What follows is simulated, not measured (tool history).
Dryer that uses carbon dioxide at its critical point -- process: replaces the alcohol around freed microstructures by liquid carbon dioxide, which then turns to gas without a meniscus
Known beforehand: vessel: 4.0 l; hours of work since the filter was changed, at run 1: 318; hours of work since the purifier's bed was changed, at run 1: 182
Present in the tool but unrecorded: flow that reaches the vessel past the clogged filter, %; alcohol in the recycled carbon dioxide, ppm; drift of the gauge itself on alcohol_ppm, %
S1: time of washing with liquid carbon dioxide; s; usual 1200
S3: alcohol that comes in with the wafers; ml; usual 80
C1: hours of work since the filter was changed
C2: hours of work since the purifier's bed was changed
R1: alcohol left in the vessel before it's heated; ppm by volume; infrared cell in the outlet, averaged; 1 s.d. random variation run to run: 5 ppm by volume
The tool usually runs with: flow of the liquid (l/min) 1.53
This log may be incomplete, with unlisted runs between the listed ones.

Run 1, hour 0.0: usual settings; C1 318; C2 182. Result: R1 71 ppm by volume.
Run 2, hour 20.4: usual settings; C1 331; C2 195. Result: R1 69 ppm by volume.
Run 3, hour 30.8: usual settings; C1 338; C2 202. Result: R1 69 ppm by volume.
At hour 43.6: inlet filter changed.
Run 4, hour 53.4: usual settings; C1 6; C2 216. Result: R1 63 ppm by volume.
Run 5, hour 68.3: usual settings; C1 16; C2 225. Result: R1 61 ppm by volume.
Run 6, hour 89.5: usual settings but flow of the liquid (l/min) 1.37; C1 30; C2 239. Result: R1 90 ppm by volume.
Run 7, hour 111.9: usual settings but flow of the liquid (l/min) 1.37; C1 44; C2 254. Result: R1 99 ppm by volume.
Run 8, hour 123.5: usual settings; C1 52; C2 261. Result: R1 57 ppm by volume.
Run 9, hour 144.0: usual settings; C1 65; C2 274. Result: R1 61 ppm by volume.
Run 10, hour 155.1: usual settings; C1 72; C2 282. Result: R1 60 ppm by volume.
Run 11, hour 174.5: usual settings; C1 85; C2 294. Result: R1 65 ppm by volume.
Run 12, hour 195.5: usual settings; C1 98; C2 308. Result: R1 53 ppm by volume.
Run 13, hour 218.6: usual settings but S1 780 s; C1 113; C2 323. Result: R1 399 ppm by volume.
Run 14, hour 235.4: usual settings but S1 780 s; C1 124; C2 334. Result: R1 388 ppm by volume.
Run 15, hour 257.1: usual settings but S1 780 s; C1 138; C2 348. Result: R1 392 ppm by volume.
Run 16, hour 278.5: usual settings but S1 780 s; C1 152; C2 361. Result: R1 420 ppm by volume.
Run 17, hour 294.9: usual settings but S1 780 s; C1 163; C2 372. Result: R1 401 ppm by volume.
Run 18, hour 315.8: usual settings but S1 780 s, flow of the liquid (l/min) 1.03; C1 176; C2 386. Result: R1 1483 ppm by volume.
Run 19, hour 328.5: usual settings but S1 780 s, flow of the liquid (l/min) 1.03; C1 185; C2 394. Result: R1 1474 ppm by volume.
Run 20, hour 348.2: usual settings but S1 780 s, flow of the liquid (l/min) 1.03, S3 25 ml; C1 197; C2 407. Result: R1 489 ppm by volume.
Run 21, hour 358.6: usual settings but S1 780 s, flow of the liquid (l/min) 2.44, S3 25 ml; C1 204; C2 413. Result: R1 39 ppm by volume.
Run 22, hour 377.8: usual settings but S1 780 s, flow of the liquid (l/min) 2.44, S3 25 ml; C1 216; C2 426. Result: R1 36 ppm by volume.
Run 23, hour 391.5: usual settings but S1 780 s, flow of the liquid (l/min) 2.44, S3 25 ml; C1 225; C2 435. Result: R1 37 ppm by volume.
Run 24, hour 413.4: usual settings but S1 780 s, flow of the liquid (l/min) 1.38, S3 31 ml; C1 239; C2 449. Result: R1 259 ppm by volume.
Run 25, hour 423.7: usual settings but S1 780 s, flow of the liquid (l/min) 1.38, S3 31 ml; C1 246; C2 455. Result: R1 273 ppm by volume.
Run 26, hour 437.4: usual settings but S1 780 s, flow of the liquid (l/min) 1.38, S3 31 ml; C1 255; C2 464. Result: R1 253 ppm by volume.
Run 27, hour 459.4: usual settings but S1 780 s, flow of the liquid (l/min) 1.38, S3 31 ml; C1 269; C2 479. Result: R1 272 ppm by volume.
Run 28, hour 469.8: usual settings but S1 960 s, flow of the liquid (l/min) 1.62, S3 68 ml; C1 276; C2 485. Result: R1 136 ppm by volume.
Run 29, hour 481.1: usual settings but S1 1740 s, flow of the liquid (l/min) 2.03, S3 68 ml; C1 283; C2 493. Result: R1 25 ppm by volume.
Run 30, hour 495.7: usual settings but S1 1740 s, flow of the liquid (l/min) 2.03, S3 68 ml; C1 293; C2 502. Result: R1 29 ppm by volume.
Run 31, hour 505.1: usual settings but S1 1740 s, flow of the liquid (l/min) 1.58, S3 59 ml; C1 299; C2 508. Result: R1 35 ppm by volume.
Run 32, hour 519.2: usual settings but S1 1740 s, flow of the liquid (l/min) 1.58, S3 59 ml; C1 308; C2 517. Result: R1 27 ppm by volume.
Run 33, hour 540.0: usual settings but S1 1500 s, flow of the liquid (l/min) 1.86, S3 32 ml; C1 321; C2 531. Result: R1 29 ppm by volume.
Run 34, hour 558.6: usual settings but flow of the liquid (l/min) 1.87; C1 333; C2 543. Result: R1 48 ppm by volume.
At hour 576.1: inlet filter changed.
Run 35, hour 581.1: usual settings but flow of the liquid (l/min) 2.37, S3 35 ml; C1 3; C2 557. Result: R1 33 ppm by volume.
Run 36, hour 602.0: usual settings but S1 1560 s, flow of the liquid (l/min) 1.06, S3 73 ml; C1 17; C2 570. Result: R1 104 ppm by volume.
Run 37, hour 613.6: usual settings but flow of the liquid (l/min) 2.41, S3 38 ml; C1 24; C2 578. Result: R1 39 ppm by volume.
Run 38, hour 630.8: usual settings but flow of the liquid (l/min) 2.41, S3 38 ml; C1 35; C2 589. Result: R1 33 ppm by volume.
Run 39, hour 644.3: usual settings but flow of the liquid (l/min) 2.28, S3 38 ml; C1 44; C2 598. Result: R1 39 ppm by volume.
Run 40, hour 659.0: usual settings but S1 1620 s, flow of the liquid (l/min) 1.09, S3 41 ml; C1 54; C2 607. Result: R1 60 ppm by volume.
Run 41, hour 675.7: usual settings but S1 1620 s, flow of the liquid (l/min) 1.09, S3 41 ml; C1 64; C2 618. Result: R1 64 ppm by volume.
Run 42, hour 693.8: usual settings but S1 1620 s, flow of the liquid (l/min) 1.09, S3 41 ml; C1 76; C2 630. Result: R1 66 ppm by volume.
Run 43, hour 717.0: usual settings but S1 1620 s, flow of the liquid (l/min) 1.09, S3 57 ml; C1 91; C2 645. Result: R1 82 ppm by volume.
Run 44, hour 728.3: usual settings but S1 1620 s, flow of the liquid (l/min) 1.09, S3 57 ml; C1 99; C2 652. Result: R1 82 ppm by volume.
Run 45, hour 740.6: usual settings but S3 57 ml; C1 107; C2 660. Result: R1 72 ppm by volume.
Run 46, hour 753.2: usual settings but S3 57 ml; C1 115; C2 668. Result: R1 68 ppm by volume.

Alternative continuations, all from the tool just after run 46; predict every row:
Run A, hour 763.7: usual settings but S1 1140 s, S3 57 ml; C1 121; C2 675. Result: R1 ?.
Run B, hour 763.7: usual settings but S1 1380 s, flow of the liquid (l/min) 1.02, S3 76 ml; C1 121; C2 675. Result: R1 ?.
Run C, hour 763.7: usual settings but S3 27 ml; C1 121; C2 675. Result: R1 ?.

run   R1
  A   78
  B  233
  C   57
With the hidden condition removed and each run's random variation left untouched, the same runs would have given:
run   R1
  A   38
  B  176
  C   22
